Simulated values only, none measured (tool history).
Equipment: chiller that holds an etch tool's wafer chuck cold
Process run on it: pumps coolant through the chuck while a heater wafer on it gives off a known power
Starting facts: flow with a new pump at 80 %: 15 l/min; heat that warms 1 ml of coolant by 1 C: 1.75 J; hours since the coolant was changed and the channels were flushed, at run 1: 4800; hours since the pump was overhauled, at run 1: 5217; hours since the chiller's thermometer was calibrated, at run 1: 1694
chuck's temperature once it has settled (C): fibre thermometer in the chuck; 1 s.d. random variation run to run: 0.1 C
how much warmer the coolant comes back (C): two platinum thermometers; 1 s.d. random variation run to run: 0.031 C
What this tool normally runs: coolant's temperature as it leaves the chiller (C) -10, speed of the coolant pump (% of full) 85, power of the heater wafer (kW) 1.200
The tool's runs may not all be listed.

run    hour  coolant's temperature as it leaves the chiller (C)  speed of the coolant pump (% of full)  power of the heater wafer (kW)  hours since the coolant was changed and the channels were flushed  hours since the pump was overhauled  hours since the chiller's thermometer was calibrated  chuck's temperature once it has settled (C)  how much warmer the coolant comes back (C)
  1     0.0                                                 -10                                     85                           1.200                                                               4800                                 5217                                                  1694                                          0.2                                        2.82
  2   212.7                                                 -10                                     85                           1.200                                                               5013                                 5429                                                  1907                                          0.2                                        2.86
  3   355.6                                                 -10                                     85                           1.200                                                               5156                                 5572                                                  2050                                          0.5                                        2.82
  4   472.7                                                 -10                                     85                           1.200                                                               5273                                 5689                                                  2167                                          0.4                                        2.84
  5   606.5                                                 -10                                     85                           1.200                                                               5407                                 5823                                                  2301                                          0.6                                        2.83
      668.7  -- coolant changed, channels flushed
  6   843.3                                                 -10                                     85                           1.200                                                                175                                 6054                                                  2532                                         -1.2                                        2.92
  7  1063.7                                                 -10                                     85                           1.200                                                                395                                 6274                                                  2752                                         -1.0                                        2.90
  8  1293.3                                                 -10                                     78                           1.200                                                                625                                 6504                                                  2982                                         -0.2                                        3.19
  9  1525.1                                                 -10                                     85                           1.293                                                                856                                 6736                                                  3214                                          0.0                                        3.13
 10  1676.8                                                 -10                                     85                           1.293                                                               1008                                 6888                                                  3365                                          0.0                                        3.16
 11  1895.7                                                 -10                                     85                           0.938                                                               1227                                 7106                                                  3584                                         -2.3                                        2.30
 12  2044.6                                                  -4                                     85                           1.200                                                               1376                                 7255                                                  3733                                          5.7                                        2.93
 13  2246.5                                                  -4                                     85                           1.200                                                               1578                                 7457                                                  3935                                          5.9                                        2.94
 14  2373.8                                                  -4                                     85                           1.200                                                               1705                                 7585                                                  4062                                          5.9                                        2.92
 15  2552.2                                                 -10                                     85                           1.200                                                               1884                                 7763                                                  4241                                         -0.1                                        2.97
 16  2727.4                                                 -10                                     85                           1.200                                                               2059                                 7938                                                  4416                                          0.1                                        3.02
 17  2888.7                                                 -10                                     99                           0.954                                                               2220                                 8099                                                  4577                                         -2.5                                        1.99
     2917.5  -- chiller's thermometer calibrated
 18  2991.1                                                 -18                                     67                           1.200                                                               2321                                 8201                                                    74                                         -5.8                                        3.79
 19  3212.1                                                 -18                                     67                           1.200                                                               2542                                 8422                                                   295                                         -5.8                                        3.83
 20  3436.3                                                 -18                                     67                           1.200                                                               2767                                 8646                                                   519                                         -5.4                                        3.85
     3503.8  -- chiller's thermometer calibrated, once more
 21  3538.0                                                 -16                                     61                           1.722                                                               2867                                 8747                                                    34                                          1.2                                        6.04
 22  3766.7                                                 -12                                     97                           0.771                                                               3096                                 8975                                                   263                                         -6.5                                        1.68
 23  3877.3                                                 -12                                     97                           0.771                                                               3207                                 9086                                                   373                                         -6.2                                        1.73
 24  4066.9                                                  -4                                     85                           1.200                                                               3396                                 9276                                                   563                                          6.3                                        3.07
 25  4240.1                                                  -6                                     85                           1.200                                                               3569                                 9449                                                   736                                          4.2                                        3.11
 26  4424.8                                                  -6                                     67                           0.769                                                               3754                                 9634                                                   921                                          1.7                                        2.50
 27  4559.3                                                 -15                                     89                           1.665                                                               3889                                 9768                                                  1055                                         -1.2                                        4.13
 28  4731.6                                                 -15                                     82                           1.497                                                               4061                                 9940                                                  1228                                         -1.9                                        4.05
 29  4853.1                                                  -5                                     86                           0.864                                                               4182                                10062                                                  1349                                          2.5                                        2.26
 30  5051.6                                                 -10                                     76                           1.336                                                               4381                                10260                                                  1548                                          2.8                                        3.89
 31  5246.2                                                 -10                                     76                           1.269                                                               4576                                10455                                                  1742                                          2.1                                        3.69
 32  5363.5                                                 -14                                     63                           1.250                                                               4693                                10572                                                  1860                                         -0.3                                        4.42

A few steps of chuck's temperature once it has settled (C) between consecutive runs. Split each: what settings, incoming material and random variation would produce without the hidden state, and what is left over for the hidden state, along with gauge scatter present in only one of the two compared results (measured, and without hidden state):
Hidden conditions of the tool in this case: heat passed by the chuck's channels, % of clean ones'; flow at a given pump speed, % of a new pump's; coolant's true temperature over the reading, C; drift of the gauge itself on chuck_c, C; drift of the gauge itself on warmer_back_c, C.
Run 5 -> 6: coolant changed, channels flushed. chuck's temperature once it has settled (C) -1.8: hidden state -1.6, all else -0.2.
Run 11 -> 12: coolant's temperature as it leaves the chiller (C) -10 -> -4, power of the heater wafer (kW) 0.938 -> 1.200. chuck's temperature once it has settled (C) +8.0: hidden state +0.2, all else +7.8.
Run 21 -> 22: coolant's temperature as it leaves the chiller (C) -16 -> -12, speed of the coolant pump (% of full) 61 -> 97, power of the heater wafer (kW) 1.722 -> 0.771. chuck's temperature once it has settled (C) -7.7: hidden state -2.0, all else -5.7.
Run 23 -> 24: coolant's temperature as it leaves the chiller (C) -12 -> -4, speed of the coolant pump (% of full) 97 -> 85, power of the heater wafer (kW) 0.771 -> 1.200. chuck's temperature once it has settled (C) +12.5: hidden state +0.9, all else +11.6.
Run 26 -> 27: coolant's temperature as it leaves the chiller (C) -6 -> -15, speed of the coolant pump (% of full) 67 -> 89, power of the heater wafer (kW) 0.769 -> 1.665. chuck's temperature once it has settled (C) -2.9: hidden state +1.4, all else -4.3.
